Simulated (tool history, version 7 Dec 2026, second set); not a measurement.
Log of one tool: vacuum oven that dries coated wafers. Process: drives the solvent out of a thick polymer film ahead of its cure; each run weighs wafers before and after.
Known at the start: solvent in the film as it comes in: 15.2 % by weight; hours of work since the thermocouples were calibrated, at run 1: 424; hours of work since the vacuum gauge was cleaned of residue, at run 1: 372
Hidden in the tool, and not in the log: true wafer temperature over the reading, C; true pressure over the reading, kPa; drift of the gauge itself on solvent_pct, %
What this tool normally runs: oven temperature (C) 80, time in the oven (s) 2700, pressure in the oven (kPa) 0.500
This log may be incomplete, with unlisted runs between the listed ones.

| run | hour | oven temperature (C) | time in the oven (s) | pressure in the oven (kPa) | hours of work since the thermocouples were calibrated | hours of work since the vacuum gauge was cleaned of residue | solvent left in the film (%) |
|---|---|---|---|---|---|---|---|
| 1 | 0.0 | 80 | 2700 | 0.500 | 424 | 372 | 1.08 |
| 2 | 70.2 | 80 | 2700 | 0.500 | 466 | 414 | 1.01 |
| 3 | 177.8 | 80 | 2700 | 0.500 | 529 | 477 | 1.07 |
| 4 | 242.3 | 80 | 2700 | 0.500 | 567 | 515 | 1.00 |
| 5 | 325.1 | 80 | 2700 | 0.500 | 616 | 564 | 1.04 |
| 6 | 405.9 | 80 | 2700 | 0.500 | 664 | 612 | 1.14 |
| 7 | 493.6 | 80 | 2700 | 0.500 | 715 | 663 | 1.10 |
| 8 | 574.7 | 88 | 2700 | 0.500 | 763 | 711 | 0.35 |
| 9 | 640.4 | 94 | 2700 | 0.500 | 802 | 750 | 0.26 |
| 10 | 722.2 | 76 | 2700 | 0.500 | 850 | 798 | 1.90 |
| 11 | 826.2 | 80 | 2700 | 0.500 | 911 | 859 | 1.18 |
| 12 | 879.5 | 80 | 2700 | 0.500 | 943 | 891 | 1.21 |
| 13 | 982.0 | 80 | 2700 | 0.500 | 1003 | 951 | 1.33 |
| 14 | 1082.9 | 80 | 2700 | 0.500 | 1063 | 1011 | 1.21 |
| 15 | 1166.7 | 80 | 2700 | 0.500 | 1112 | 1060 | 1.32 |
| 16 | 1224.1 | 80 | 2700 | 0.500 | 1146 | 1094 | 1.26 |
| 17 | 1290.2 | 80 | 2700 | 0.500 | 1185 | 1133 | 1.36 |
| 18 | 1375.0 | 80 | 2700 | 0.500 | 1235 | 1183 | 1.43 |
| 19 | 1434.1 | 80 | 2700 | 0.359 | 1269 | 1218 | 1.30 |
| 20 | 1494.3 | 80 | 2700 | 0.359 | 1305 | 1253 | 1.37 |
| 21 | 1587.4 | 80 | 2700 | 0.359 | 1360 | 1308 | 1.31 |
| 22 | 1678.9 | 80 | 2700 | 0.500 | 1414 | 1362 | 1.44 |
| 23 | 1760.6 | 80 | 2700 | 0.500 | 1462 | 1410 | 1.51 |
| 24 | 1851.7 | 87 | 2700 | 0.500 | 1516 | 1464 | 0.58 |
| 25 | 1906.4 | 87 | 2700 | 0.500 | 1548 | 1496 | 0.68 |
| 26 | 1995.6 | 87 | 3720 | 0.500 | 1600 | 1549 | 0.42 |
|  | 2064.3 | oven's thermocouples calibrated |
| 27 | 2098.6 | 92 | 2460 | 1.227 | 20 | 1608 | 0.53 |
| 28 | 2154.4 | 80 | 1440 | 0.657 | 53 | 1641 | 3.05 |
| 29 | 2204.1 | 71 | 2700 | 0.541 | 82 | 1670 | 3.23 |
|  | 2211.8 | vacuum gauge cleaned of residue and calibrated |
| 30 | 2263.2 | 71 | 2700 | 0.541 | 116 | 30 | 3.28 |
| 31 | 2327.3 | 71 | 2700 | 0.541 | 154 | 68 | 3.29 |
| 32 | 2408.4 | 71 | 4680 | 0.541 | 202 | 116 | 1.73 |
| 33 | 2457.2 | 80 | 3420 | 0.500 | 231 | 145 | 0.99 |
| 34 | 2516.9 | 80 | 3420 | 0.305 | 266 | 180 | 0.93 |
| 35 | 2588.3 | 89 | 4380 | 0.500 | 308 | 222 | 0.44 |
| 36 | 2686.2 | 89 | 4380 | 0.489 | 366 | 280 | 0.49 |
| 37 | 2746.1 | 80 | 2160 | 0.500 | 401 | 315 | 1.89 |
|  | 2757.5 | vacuum gauge cleaned of residue and calibrated, once more |
| 38 | 2845.2 | 71 | 4740 | 0.798 | 458 | 52 | 1.44 |
| 39 | 2929.3 | 71 | 4740 | 0.798 | 508 | 101 | 1.37 |
| 40 | 3022.3 | 80 | 2700 | 0.861 | 563 | 156 | 1.15 |
| 41 | 3080.1 | 71 | 1320 | 0.301 | 597 | 190 | 5.91 |
| 42 | 3165.9 | 73 | 3120 | 0.564 | 648 | 241 | 2.03 |
| 43 | 3260.7 | 87 | 2700 | 0.849 | 703 | 297 | 0.46 |
| 44 | 3356.1 | 87 | 2700 | 0.849 | 760 | 353 | 0.58 |
| 45 | 3449.3 | 87 | 2700 | 0.849 | 814 | 408 | 0.43 |
| 46 | 3499.6 | 72 | 3360 | 0.849 | 844 | 437 | 2.26 |

Measured minus without-hidden-state, run by run (identical run-to-run variation in each term; gauge scatter may differ):
| run | solvent left in the film (%) |
|---|---|
| 1 | +0.14 |
| 2 | +0.16 |
| 3 | +0.19 |
| 4 | +0.20 |
| 5 | +0.22 |
| 6 | +0.25 |
| 7 | +0.28 |
| 8 | +0.15 |
| 9 | +0.10 |
| 10 | +0.44 |
| 11 | +0.36 |
| 12 | +0.38 |
| 13 | +0.41 |
| 14 | +0.43 |
| 15 | +0.45 |
| 16 | +0.47 |
| 17 | +0.49 |
| 18 | +0.51 |
| 19 | +0.53 |
| 20 | +0.54 |
| 21 | +0.57 |
| 22 | +0.61 |
| 23 | +0.64 |
| 24 | +0.36 |
| 25 | +0.35 |
| 26 | +0.29 |
| 27 | +0.18 |
| 28 | +0.22 |
| 29 | +0.36 |
| 30 | +0.50 |
| 31 | +0.52 |
| 32 | +0.61 |
| 33 | +0.45 |
| 34 | +0.45 |
| 35 | +0.33 |
| 36 | +0.33 |
| 37 | +0.52 |
| 38 | +0.12 |
| 39 | +0.15 |
| 40 | +0.14 |
| 41 | +0.29 |
| 42 | +0.27 |
| 43 | +0.10 |
| 44 | +0.11 |
| 45 | +0.11 |
| 46 | +0.41 |

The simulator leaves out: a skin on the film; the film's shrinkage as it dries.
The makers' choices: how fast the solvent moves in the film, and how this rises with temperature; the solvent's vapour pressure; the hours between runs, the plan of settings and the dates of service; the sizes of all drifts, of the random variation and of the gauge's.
